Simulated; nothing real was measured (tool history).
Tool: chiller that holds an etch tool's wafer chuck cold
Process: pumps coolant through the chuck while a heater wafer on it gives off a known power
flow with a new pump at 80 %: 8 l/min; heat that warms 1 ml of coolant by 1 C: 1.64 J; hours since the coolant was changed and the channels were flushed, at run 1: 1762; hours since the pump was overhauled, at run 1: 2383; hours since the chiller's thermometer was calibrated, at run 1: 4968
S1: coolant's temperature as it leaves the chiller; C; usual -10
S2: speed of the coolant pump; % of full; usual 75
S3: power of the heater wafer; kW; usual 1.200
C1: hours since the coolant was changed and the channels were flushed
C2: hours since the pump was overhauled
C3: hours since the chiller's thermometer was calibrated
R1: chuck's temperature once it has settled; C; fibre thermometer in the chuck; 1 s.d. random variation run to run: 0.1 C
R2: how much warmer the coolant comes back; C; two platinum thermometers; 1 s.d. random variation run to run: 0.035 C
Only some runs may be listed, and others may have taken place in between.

{"run": 1, "hour": 0.0, "S1": -10, "S2": 75, "S3": 1.2, "C1": 1762, "C2": 2383, "C3": 4968, "R1": -0.6, "R2": 5.9}
{"run": 2, "hour": 37.3, "S1": -12, "S2": 75, "S3": 1.2, "C1": 1799, "C2": 2420, "C3": 5006, "R1": -2.7, "R2": 5.91}
{"run": 3, "hour": 94.4, "S1": -10, "S2": 75, "S3": 0.641, "C1": 1856, "C2": 2477, "C3": 5063, "R1": -5.1, "R2": 3.16}
{"run": 4, "hour": 161.2, "S1": -10, "S2": 84, "S3": 1.2, "C1": 1923, "C2": 2544, "C3": 5129, "R1": -1.4, "R2": 5.16}
{"run": 5, "hour": 235.3, "S1": -10, "S2": 84, "S3": 1.2, "C1": 1997, "C2": 2618, "C3": 5204, "R1": -1.4, "R2": 5.19}
{"run": 6, "hour": 292.7, "S1": -10, "S2": 84, "S3": 1.2, "C1": 2054, "C2": 2675, "C3": 5261, "R1": -1.5, "R2": 5.17}
{"run": 7, "hour": 346.3, "S1": -10, "S2": 84, "S3": 1.2, "C1": 2108, "C2": 2729, "C3": 5315, "R1": -1.4, "R2": 5.27}
{"run": 8, "hour": 416.4, "S1": -10, "S2": 75, "S3": 1.2, "C1": 2178, "C2": 2799, "C3": 5385, "R1": -0.8, "R2": 5.92}
{"run": 9, "hour": 461.6, "S1": -10, "S2": 75, "S3": 1.2, "C1": 2223, "C2": 2844, "C3": 5430, "R1": -0.7, "R2": 5.86}
{"run": 10, "hour": 500.1, "S1": -10, "S2": 75, "S3": 1.2, "C1": 2262, "C2": 2883, "C3": 5468, "R1": -0.7, "R2": 5.85}
{"run": 11, "hour": 583.9, "S1": -10, "S2": 61, "S3": 1.2, "C1": 2346, "C2": 2967, "C3": 5552, "R1": 1.0, "R2": 7.3}
{"run": 12, "hour": 666.0, "S1": -10, "S2": 61, "S3": 1.2, "C1": 2428, "C2": 3049, "C3": 5634, "R1": 0.8, "R2": 7.26}
{"run": 13, "hour": 738.6, "S1": -10, "S2": 61, "S3": 1.2, "C1": 2500, "C2": 3121, "C3": 5707, "R1": 0.8, "R2": 7.28}
{"run": 14, "hour": 803.2, "S1": -17, "S2": 75, "S3": 1.2, "C1": 2565, "C2": 3186, "C3": 5771, "R1": -7.7, "R2": 5.92}
{"run": 15, "hour": 851.8, "S1": -10, "S2": 75, "S3": 1.2, "C1": 2614, "C2": 3235, "C3": 5820, "R1": -0.8, "R2": 5.93}
{"run": 16, "hour": 906.2, "S1": -10, "S2": 75, "S3": 1.2, "C1": 2668, "C2": 3289, "C3": 5874, "R1": -0.5, "R2": 5.91}
{"run": 17, "hour": 976.7, "S1": -10, "S2": 75, "S3": 1.2, "C1": 2738, "C2": 3359, "C3": 5945, "R1": -0.8, "R2": 5.96}
{"hour": 1013.8, "done": "chiller's thermometer calibrated"}
{"run": 18, "hour": 1039.5, "S1": -9, "S2": 64, "S3": 1.177, "C1": 2800, "C2": 3421, "C3": 26, "R1": 1.3, "R2": 6.82}
{"run": 19, "hour": 1127.1, "S1": -9, "S2": 64, "S3": 1.177, "C1": 2888, "C2": 3509, "C3": 113, "R1": 1.3, "R2": 6.81}
{"run": 20, "hour": 1171.3, "S1": -9, "S2": 64, "S3": 1.177, "C1": 2932, "C2": 3553, "C3": 157, "R1": 1.3, "R2": 6.79}
{"run": 21, "hour": 1224.1, "S1": -17, "S2": 93, "S3": 1.2, "C1": 2985, "C2": 3606, "C3": 210, "R1": -9.1, "R2": 4.75}
{"run": 22, "hour": 1278.9, "S1": -17, "S2": 93, "S3": 1.2, "C1": 3040, "C2": 3661, "C3": 265, "R1": -9.1, "R2": 4.68}
{"run": 23, "hour": 1341.0, "S1": -13, "S2": 73, "S3": 0.883, "C1": 3102, "C2": 3723, "C3": 327, "R1": -6.1, "R2": 4.45}
{"run": 24, "hour": 1419.5, "S1": -13, "S2": 73, "S3": 0.883, "C1": 3180, "C2": 3801, "C3": 406, "R1": -5.9, "R2": 4.49}
{"run": 25, "hour": 1487.6, "S1": -18, "S2": 65, "S3": 1.125, "C1": 3248, "C2": 3869, "C3": 474, "R1": -8.3, "R2": 6.36}
{"run": 26, "hour": 1555.7, "S1": -9, "S2": 61, "S3": 1.443, "C1": 3316, "C2": 3937, "C3": 542, "R1": 4.2, "R2": 8.78}
{"run": 27, "hour": 1612.5, "S1": 0, "S2": 61, "S3": 1.443, "C1": 3373, "C2": 3994, "C3": 599, "R1": 13.0, "R2": 8.7}
{"run": 28, "hour": 1649.4, "S1": -10, "S2": 75, "S3": 1.615, "C1": 3410, "C2": 4031, "C3": 636, "R1": 2.3, "R2": 7.95}
{"run": 29, "hour": 1692.9, "S1": -11, "S2": 85, "S3": 0.978, "C1": 3454, "C2": 4075, "C3": 679, "R1": -4.1, "R2": 4.14}
{"run": 30, "hour": 1768.3, "S1": -12, "S2": 85, "S3": 1.7, "C1": 3529, "C2": 4150, "C3": 755, "R1": 0.0, "R2": 7.35}
{"run": 31, "hour": 1854.9, "S1": -12, "S2": 85, "S3": 1.7, "C1": 3616, "C2": 4237, "C3": 841, "R1": 0.0, "R2": 7.3}

What if the next run were any one of these 5? Each begins from the tool's condition after run 31:
{"run": "A", "hour": 1909.8, "S1": -5, "S2": 90, "S3": 1.2, "C1": 3671, "C2": 4292, "C3": 896, "R1": "?", "R2": "?"}
{"run": "B", "hour": 1909.8, "S1": -12, "S2": 63, "S3": 1.034, "C1": 3671, "C2": 4292, "C3": 896, "R1": "?", "R2": "?"}
{"run": "C", "hour": 1909.8, "S1": -2, "S2": 68, "S3": 1.2, "C1": 3671, "C2": 4292, "C3": 896, "R1": "?", "R2": "?"}
{"run": "D", "hour": 1909.8, "S1": -19, "S2": 78, "S3": 1.0, "C1": 3671, "C2": 4292, "C3": 896, "R1": "?", "R2": "?"}
{"run": "E", "hour": 1909.8, "S1": -10, "S2": 98, "S3": 0.722, "C1": 3671, "C2": 4292, "C3": 896, "R1": "?", "R2": "?"}

run=A R1=3.2 R2=4.82
run=B R1=-2.9 R2=6.01
run=C R1=8.0 R2=6.53
run=D R1=-11.4 R2=4.70
run=E R1=-5.4 R2=2.66
With no hidden state in the tool, these same runs would have given:
run=A R1=3.2 R2=4.81
run=B R1=-2.9 R2=6.00
run=C R1=8.0 R2=6.51
run=D R1=-11.4 R2=4.69
run=E R1=-5.4 R2=2.66

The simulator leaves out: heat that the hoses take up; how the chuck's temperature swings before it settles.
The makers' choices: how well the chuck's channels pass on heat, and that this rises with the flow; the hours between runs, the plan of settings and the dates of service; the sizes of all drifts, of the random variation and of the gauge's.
